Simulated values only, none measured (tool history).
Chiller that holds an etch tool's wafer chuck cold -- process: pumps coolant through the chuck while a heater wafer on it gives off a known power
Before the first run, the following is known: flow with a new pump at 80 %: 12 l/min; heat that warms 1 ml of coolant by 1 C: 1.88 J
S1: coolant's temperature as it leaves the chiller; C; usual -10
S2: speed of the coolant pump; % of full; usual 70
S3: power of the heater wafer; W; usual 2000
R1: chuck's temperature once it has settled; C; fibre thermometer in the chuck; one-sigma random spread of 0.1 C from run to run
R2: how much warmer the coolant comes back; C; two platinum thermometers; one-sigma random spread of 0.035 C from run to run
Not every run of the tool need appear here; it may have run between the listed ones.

Run 1, hour 0.0: usual settings. Result: R1 6.8 C, R2 6.35 C.
Run 2, hour 57.1: usual settings. Result: R1 6.8 C, R2 6.31 C.
Run 3, hour 94.9: usual settings but S1 -14 C. Result: R1 2.7 C, R2 6.34 C.
Run 4, hour 154.7: usual settings but S1 -14 C. Result: R1 2.8 C, R2 6.38 C.
Run 5, hour 220.4: usual settings but S1 -14 C. Result: R1 3.0 C, R2 6.36 C.
Run 6, hour 276.5: usual settings. Result: R1 6.6 C, R2 6.38 C.
Run 7, hour 321.2: usual settings. Result: R1 6.9 C, R2 6.35 C.
Run 8, hour 366.7: usual settings. Result: R1 6.8 C, R2 6.35 C.
Run 9, hour 425.3: usual settings. Result: R1 6.9 C, R2 6.30 C.
Run 10, hour 464.4: usual settings but S2 94 % of full. Result: R1 3.1 C, R2 4.70 C.
Run 11, hour 507.6: usual settings but S2 94 % of full. Result: R1 3.3 C, R2 4.74 C.
Run 12, hour 536.6: usual settings but S2 94 % of full. Result: R1 3.2 C, R2 4.62 C.
Run 13, hour 605.8: usual settings but S2 94 % of full. Result: R1 2.9 C, R2 4.70 C.
Run 14, hour 657.1: usual settings but S2 67 % of full, S3 1348 W. Result: R1 1.8 C, R2 4.53 C.
Run 15, hour 712.2: usual settings but S1 -2 C, S2 67 % of full, S3 1348 W. Result: R1 9.9 C, R2 4.52 C.
Run 16, hour 752.2: usual settings but S1 -11 C, S2 79 % of full, S3 1097 W. Result: R1 -2.3 C, R2 3.08 C.
Run 17, hour 781.1: usual settings but S1 -11 C, S2 79 % of full, S3 1097 W. Result: R1 -2.3 C, R2 3.09 C.
Run 18, hour 849.8: usual settings but S1 -11 C, S2 79 % of full, S3 1097 W. Result: R1 -2.2 C, R2 3.11 C.
Run 19, hour 879.8: usual settings but S1 -17 C, S2 72 % of full, S3 2632 W. Result: R1 5.0 C, R2 8.29 C.
Run 20, hour 908.4: usual settings but S2 65 % of full, S3 2245 W. Result: R1 10.4 C, R2 7.75 C.
Run 21, hour 970.9: usual settings but S1 -4 C, S2 94 % of full, S3 1143 W. Result: R1 3.7 C, R2 2.69 C.
Run 22, hour 1014.0: usual settings but S2 66 % of full, S3 1446 W. Result: R1 3.2 C, R2 4.92 C.
Run 23, hour 1060.8: usual settings but S1 -5 C, S2 74 % of full, S3 1538 W. Result: R1 7.6 C, R2 4.58 C.
Run 24, hour 1123.8: usual settings but S1 -9 C, S2 73 % of full, S3 1133 W. Result: R1 0.6 C, R2 3.46 C.

Each row is a separate what-if for the run after 24, all from the same tool condition, not one after another. Results?
Run A, hour 1188.8: usual settings but S1 -9 C, S2 89 % of full, S3 2568 W. Result: R1 ?, R2 ?.
Run B, hour 1188.8: usual settings but S1 -9 C, S2 73 % of full, S3 1495 W. Result: R1 ?, R2 ?.
Run C, hour 1188.8: usual settings but S1 -20 C, S3 1340 W. Result: R1 ?, R2 ?.
Run D, hour 1188.8: usual settings but S1 -9 C, S2 73 % of full, S3 1474 W. Result: R1 ?, R2 ?.

run    R1    R2
  A   9.0  6.40
  B   3.6  4.62
  C  -8.4  4.32
  D   3.3  4.52
Without the tool's hidden state the same runs would have given:
run    R1    R2
  A   7.6  6.09
  B   2.5  4.40
  C  -9.4  4.11
  D   2.3  4.30
